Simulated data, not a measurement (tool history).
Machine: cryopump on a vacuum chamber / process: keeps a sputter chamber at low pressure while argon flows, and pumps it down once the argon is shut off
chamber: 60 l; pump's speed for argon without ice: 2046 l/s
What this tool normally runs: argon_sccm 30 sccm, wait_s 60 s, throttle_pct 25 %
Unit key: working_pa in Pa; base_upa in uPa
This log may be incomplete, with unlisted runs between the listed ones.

run 1 hour=0 | argon_sccm=30 wait_s=60 throttle_pct=25 | working_pa=0.1073 base_upa=1.22
run 2 hour=72.5 | argon_sccm=30 wait_s=60 throttle_pct=25 | working_pa=0.1078 base_upa=1.26
run 3 hour=164.6 | argon_sccm=30 wait_s=60 throttle_pct=25 | working_pa=0.1085 base_upa=1.36
-- hour=259.1 pump warmed up, emptied and cooled again
run 4 hour=282.8 | argon_sccm=30 wait_s=60 throttle_pct=25 | working_pa=0.0987 base_upa=1.14
run 5 hour=392.7 | argon_sccm=30 wait_s=60 throttle_pct=25 | working_pa=0.1012 base_upa=1.09
run 6 hour=449.5 | argon_sccm=30 wait_s=60 throttle_pct=25 | working_pa=0.1004 base_upa=1.18
run 7 hour=530.3 | argon_sccm=30 wait_s=60 throttle_pct=25 | working_pa=0.1021 base_upa=1.25
run 8 hour=608.6 | argon_sccm=30 wait_s=60 throttle_pct=25 | working_pa=0.1012 base_upa=1.24
run 9 hour=709.7 | argon_sccm=30 wait_s=60 throttle_pct=25 | working_pa=0.1018 base_upa=1.31
run 10 hour=794.4 | argon_sccm=30 wait_s=60 throttle_pct=26 | working_pa=0.0997 base_upa=1.35
run 11 hour=859.7 | argon_sccm=30 wait_s=163 throttle_pct=25 | working_pa=0.1017 base_upa=1.13
run 12 hour=924.8 | argon_sccm=12 wait_s=144 throttle_pct=57 | working_pa=0.0195 base_upa=1.23
run 13 hour=1032.8 | argon_sccm=30 wait_s=31 throttle_pct=25 | working_pa=0.1044 base_upa=1.76
run 14 hour=1116.9 | argon_sccm=30 wait_s=31 throttle_pct=25 | working_pa=0.1056 base_upa=1.8
run 15 hour=1179.4 | argon_sccm=30 wait_s=31 throttle_pct=25 | working_pa=0.1036 base_upa=1.92
run 16 hour=1239.7 | argon_sccm=30 wait_s=31 throttle_pct=25 | working_pa=0.1059 base_upa=1.89
run 17 hour=1312.7 | argon_sccm=30 wait_s=131 throttle_pct=42 | working_pa=0.066 base_upa=1.47
run 18 hour=1388.4 | argon_sccm=30 wait_s=38 throttle_pct=15 | working_pa=0.1727 base_upa=1.89
run 19 hour=1475 | argon_sccm=12 wait_s=26 throttle_pct=48 | working_pa=0.0246 base_upa=2.17
run 20 hour=1563.9 | argon_sccm=21 wait_s=81 throttle_pct=25 | working_pa=0.076 base_upa=1.68
run 21 hour=1624.8 | argon_sccm=30 wait_s=60 throttle_pct=25 | working_pa=0.1086 base_upa=1.82
run 22 hour=1723.1 | argon_sccm=30 wait_s=60 throttle_pct=25 | working_pa=0.1094 base_upa=1.91

What if the next run were any one of these 4? Each begins from the tool's condition after run 22:
run A hour=1787.8 | argon_sccm=13 wait_s=60 throttle_pct=58 | working_pa=? base_upa=?
run B hour=1787.8 | argon_sccm=33 wait_s=60 throttle_pct=25 | working_pa=? base_upa=?
run C hour=1787.8 | argon_sccm=39 wait_s=68 throttle_pct=51 | working_pa=? base_upa=?
run D hour=1787.8 | argon_sccm=59 wait_s=281 throttle_pct=51 | working_pa=? base_upa=?

run=A working_pa=0.0235 base_upa=1.95
run=B working_pa=0.1212 base_upa=1.98
run=C working_pa=0.0773 base_upa=1.96
run=D working_pa=0.1162 base_upa=1.68
The same runs, with their run-to-run variation unchanged, on a tool lacking any hidden condition would have given:
run=A working_pa=0.019 base_upa=0.47
run=B working_pa=0.1098 base_upa=0.51
run=C working_pa=0.0637 base_upa=0.48
run=D working_pa=0.0956 base_upa=0.21
